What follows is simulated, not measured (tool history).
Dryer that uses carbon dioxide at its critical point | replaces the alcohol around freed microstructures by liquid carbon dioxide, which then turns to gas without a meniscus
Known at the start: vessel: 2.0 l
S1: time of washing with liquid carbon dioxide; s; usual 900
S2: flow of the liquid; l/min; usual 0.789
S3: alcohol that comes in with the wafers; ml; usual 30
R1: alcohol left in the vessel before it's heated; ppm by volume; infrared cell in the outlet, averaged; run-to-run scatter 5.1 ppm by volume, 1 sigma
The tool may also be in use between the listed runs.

run  hour    S1     S2   S3    R1
  1     0   900  0.789   30   213
  2   8.2   900  0.789   30   212
  3  15.7   900  0.789   30   224
  4  25.7   900  0.789   30   227
  5  34.3   900  0.789   30   231
  6  45.2   900  0.789   30   223
  7  53.7  1140  0.789   34   133
  8  61.1  1140  0.789   34   127
  9  71.4   600  0.527   45  2941
     76.8  -- inlet filter changed
 10  79.1   600   0.69  104  2355
 11    88   660  0.982   27   197

Forecast each of these 3 alternatives for the next run:
  A  97.2  780  0.616   58   ?
  B  97.2  660  0.982  112   ?
  C  97.2  900  0.674   97   ?

run   R1
  A  841
  B  532
  C  586
With the hidden condition removed and each run's random variation left untouched, the same runs would have given:
run   R1
  A  706
  B  407
  C  457

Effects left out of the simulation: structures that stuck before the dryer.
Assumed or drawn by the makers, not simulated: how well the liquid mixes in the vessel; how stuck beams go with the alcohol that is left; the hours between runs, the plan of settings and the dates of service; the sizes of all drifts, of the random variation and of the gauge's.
